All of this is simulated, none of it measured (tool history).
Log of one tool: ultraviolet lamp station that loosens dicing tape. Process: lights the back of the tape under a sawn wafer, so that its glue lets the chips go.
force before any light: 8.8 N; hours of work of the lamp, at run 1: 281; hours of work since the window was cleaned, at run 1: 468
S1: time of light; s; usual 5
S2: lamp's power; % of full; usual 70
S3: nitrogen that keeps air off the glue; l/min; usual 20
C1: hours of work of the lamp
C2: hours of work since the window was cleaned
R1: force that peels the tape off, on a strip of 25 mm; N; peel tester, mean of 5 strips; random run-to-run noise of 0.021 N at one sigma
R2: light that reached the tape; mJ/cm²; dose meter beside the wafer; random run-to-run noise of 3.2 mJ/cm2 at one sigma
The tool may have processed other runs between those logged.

Run 1, day 0: usual settings; C1 281; C2 468. Result: R1 1.32 N, R2 432 mJ/cm².
Run 2, day 1.067: usual settings; C1 294; C2 481. Result: R1 1.272 N, R2 429 mJ/cm².
Run 3, day 2.829: usual settings; C1 314; C2 501. Result: R1 1.293 N, R2 427 mJ/cm².
Run 4, day 3.775: usual settings; C1 325; C2 512. Result: R1 1.298 N, R2 424 mJ/cm².
Run 5, day 4.642: usual settings but S2 88 % of full; C1 335; C2 523. Result: R1 0.863 N, R2 539 mJ/cm².
Run 6, day 5.912: usual settings but S2 60 % of full; C1 350; C2 537. Result: R1 1.773 N, R2 360 mJ/cm².
Run 7, day 7.742: usual settings but S3 16 l/min; C1 372; C2 559. Result: R1 1.505 N, R2 425 mJ/cm².
Run 8, day 9.046: usual settings but S3 16 l/min; C1 387; C2 574. Result: R1 1.548 N, R2 412 mJ/cm².
Run 9, day 10.921: usual settings but S3 16 l/min; C1 409; C2 596. Result: R1 1.529 N, R2 413 mJ/cm².
Run 10, day 12.188: usual settings but S3 16 l/min; C1 423; C2 611. Result: R1 1.601 N, R2 411 mJ/cm².
Run 11, day 13.833: usual settings but S3 16 l/min; C1 443; C2 630. Result: R1 1.623 N, R2 406 mJ/cm².
Run 12, day 15.954: usual settings but S3 16 l/min; C1 467; C2 654. Result: R1 1.615 N, R2 404 mJ/cm².
At day 16.425: window cleaned of glue's vapour.
Run 13, day 17.7: usual settings but S3 16 l/min; C1 487; C2 15. Result: R1 1.357 N, R2 434 mJ/cm².
Run 14, day 18.846: usual settings but S1 3 s; C1 501; C2 28. Result: R1 2.721 N, R2 264 mJ/cm².
Run 15, day 20.092: usual settings but S1 3 s; C1 515; C2 43. Result: R1 2.58 N, R2 263 mJ/cm².
Run 16, day 21.708: usual settings but S1 3 s; C1 534; C2 62. Result: R1 2.681 N, R2 259 mJ/cm².
Run 17, day 23.396: usual settings but S1 3 s; C1 554; C2 81. Result: R1 2.693 N, R2 253 mJ/cm².
Run 18, day 24.538: usual settings but S3 27 l/min; C1 567; C2 95. Result: R1 1.143 N, R2 415 mJ/cm².
Run 19, day 26.1: usual settings but S3 27 l/min; C1 585; C2 113. Result: R1 1.123 N, R2 427 mJ/cm².
Run 20, day 27.875: usual settings but S3 27 l/min; C1 606; C2 133. Result: R1 1.168 N, R2 421 mJ/cm².
Run 21, day 28.8: usual settings but S3 29 l/min; C1 617; C2 144. Result: R1 1.095 N, R2 420 mJ/cm².
Run 22, day 30.342: usual settings but S3 29 l/min; C1 635; C2 162. Result: R1 1.144 N, R2 413 mJ/cm².
Run 23, day 31.358: usual settings but S1 3 s, S2 64 % of full, S3 14 l/min; C1 647; C2 174. Result: R1 3.544 N, R2 226 mJ/cm².
Run 24, day 33.117: usual settings but S1 4 s, S2 64 % of full, S3 14 l/min; C1 667; C2 195. Result: R1 2.58 N, R2 302 mJ/cm².
Run 25, day 34.25: usual settings but S1 9 s, S2 64 % of full, S3 10 l/min; C1 680; C2 208. Result: R1 0.89 N, R2 664 mJ/cm².
Run 26, day 35.392: usual settings but S1 7 s, S2 90 % of full, S3 39 l/min; C1 694; C2 221. Result: R1 0.338 N, R2 723 mJ/cm².
Run 27, day 37.433: usual settings but S1 7 s, S2 76 % of full, S3 21 l/min; C1 717; C2 245. Result: R1 0.648 N, R2 603 mJ/cm².
Run 28, day 39.492: usual settings but S1 7 s, S2 76 % of full, S3 21 l/min; C1 741; C2 269. Result: R1 0.646 N, R2 607 mJ/cm².
Run 29, day 40.95: usual settings but S1 3 s, S2 80 % of full, S3 7 l/min; C1 758; C2 286. Result: R1 3.581 N, R2 270 mJ/cm².
Run 30, day 42.496: usual settings but S1 7 s, S3 28 l/min; C1 776; C2 304. Result: R1 0.702 N, R2 550 mJ/cm².
Run 31, day 43.512: usual settings but S1 3 s, S3 25 l/min; C1 788; C2 316. Result: R1 2.801 N, R2 236 mJ/cm².
Run 32, day 45.279: usual settings but S1 3 s, S2 83 % of full, S3 8 l/min; C1 809; C2 336. Result: R1 3.415 N, R2 274 mJ/cm².
Run 33, day 46.629: usual settings but S1 3 s, S2 83 % of full, S3 8 l/min; C1 825; C2 352. Result: R1 3.583 N, R2 274 mJ/cm².
Run 34, day 47.754: usual settings but S1 3 s, S3 39 l/min; C1 838; C2 365. Result: R1 2.514 N, R2 230 mJ/cm².
Run 35, day 48.975: usual settings but S2 65 % of full, S3 24 l/min; C1 852; C2 379. Result: R1 1.542 N, R2 354 mJ/cm².
Run 36, day 50.179: usual settings but S2 65 % of full, S3 24 l/min; C1 866; C2 394. Result: R1 1.715 N, R2 346 mJ/cm².
Run 37, day 51.646: usual settings but S1 3 s, S2 80 % of full, S3 25 l/min; C1 883; C2 411. Result: R1 2.467 N, R2 257 mJ/cm².
Run 38, day 52.808: usual settings but S1 9 s, S2 85 % of full, S3 16 l/min; C1 897; C2 424. Result: R1 0.41 N, R2 814 mJ/cm².
Run 39, day 54.679: usual settings but S1 9 s, S2 85 % of full, S3 16 l/min; C1 919; C2 446. Result: R1 0.428 N, R2 804 mJ/cm².
Run 40, day 55.996: usual settings but S2 74 % of full, S3 23 l/min; C1 934; C2 461. Result: R1 1.417 N, R2 392 mJ/cm².
Run 41, day 57.383: usual settings but S2 74 % of full, S3 23 l/min; C1 950; C2 478. Result: R1 1.435 N, R2 387 mJ/cm².
Run 42, day 59.404: usual settings but S1 4 s, S2 83 % of full, S3 31 l/min; C1 974; C2 501. Result: R1 1.539 N, R2 340 mJ/cm².
Run 43, day 60.988: usual settings but S1 6 s, S2 83 % of full, S3 38 l/min; C1 992; C2 520. Result: R1 0.674 N, R2 516 mJ/cm².
Run 44, day 62.329: usual settings but S2 87 % of full, S3 10 l/min; C1 1008; C2 535. Result: R1 1.821 N, R2 449 mJ/cm².

Each row is a separate what-if for the run after 44, all from the same tool condition, not one after another. Results?
Run A, day 63.512: usual settings but S2 68 % of full; C1 1022; C2 549. Result: R1 ?, R2 ?.
Run B, day 63.512: usual settings but S1 7 s, S2 67 % of full; C1 1022; C2 549. Result: R1 ?, R2 ?.
Run C, day 63.512: usual settings but S2 65 % of full, S3 8 l/min; C1 1022; C2 549. Result: R1 ?, R2 ?.

run     R1   R2
  A  1.911  346
  B  1.077  477
  C  2.984  330
With no hidden state in the tool, these same runs would have given:
run     R1   R2
  A  1.096  481
  B  0.552  664
  C  1.964  460
